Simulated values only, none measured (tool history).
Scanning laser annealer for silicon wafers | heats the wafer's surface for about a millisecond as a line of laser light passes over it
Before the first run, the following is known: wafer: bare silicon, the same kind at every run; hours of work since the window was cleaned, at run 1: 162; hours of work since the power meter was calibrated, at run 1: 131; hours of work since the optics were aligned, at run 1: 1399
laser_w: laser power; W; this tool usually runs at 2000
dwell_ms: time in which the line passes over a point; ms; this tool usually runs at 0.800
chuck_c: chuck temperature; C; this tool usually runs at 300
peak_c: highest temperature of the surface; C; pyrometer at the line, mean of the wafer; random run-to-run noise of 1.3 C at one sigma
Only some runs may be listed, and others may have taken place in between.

run,hour,laser_w,dwell_ms,chuck_c,hours of work since the window was cleaned,hours of work since the power meter was calibrated,hours of work since the optics were aligned,peak_c
1,0.0,2000,0.800,300,162,131,1399,1090
2,23.3,2150,0.800,300,172,141,1409,1156
3,37.0,2150,0.800,300,178,147,1415,1153
4,54.6,2150,0.883,300,185,155,1422,1196
5,67.9,2150,0.883,300,191,160,1428,1197
6,85.4,1828,0.800,300,199,168,1436,1015
7,109.4,2000,0.800,300,210,179,1446,1089
8,129.0,2000,0.800,300,218,187,1455,1087
9,144.9,2000,0.710,300,225,194,1462,1042
10,157.2,2000,0.710,300,230,200,1467,1042
11,177.1,2000,0.828,300,239,208,1476,1101
12,196.1,2000,0.828,300,248,217,1484,1101
13,211.1,2150,0.749,290,254,223,1491,1115
14,234.4,2067,0.665,300,264,233,1501,1043
15,252.9,2067,0.665,300,272,241,1509,1042
16,275.8,2067,0.665,300,282,252,1519,1042
17,294.1,2067,0.665,300,290,260,1527,1042
18,319.7,2078,0.901,300,302,271,1539,1167
19,338.9,1744,0.637,300,310,279,1547,902
20,363.0,1732,0.637,283,321,290,1558,879
21,382.7,2000,0.677,305,329,298,1566,1026
22,401.1,2000,0.677,305,337,306,1574,1026
23,418.9,2189,0.800,297,345,314,1582,1161

Per-run results on a tool with no hidden state, each run keeping its own random variation:
Hidden conditions of the tool in this case: light that passes the window, % of a clean one's; laser's true power over the reading, %; width of the line over the set one, %; drift of the gauge itself on peak_c, C.
run,peak_c
1,1106
2,1174
3,1171
4,1215
5,1217
6,1031
7,1108
8,1106
9,1060
10,1060
11,1121
12,1121
13,1136
14,1062
15,1062
16,1062
17,1062
18,1192
19,919
20,896
21,1048
22,1048
23,1187
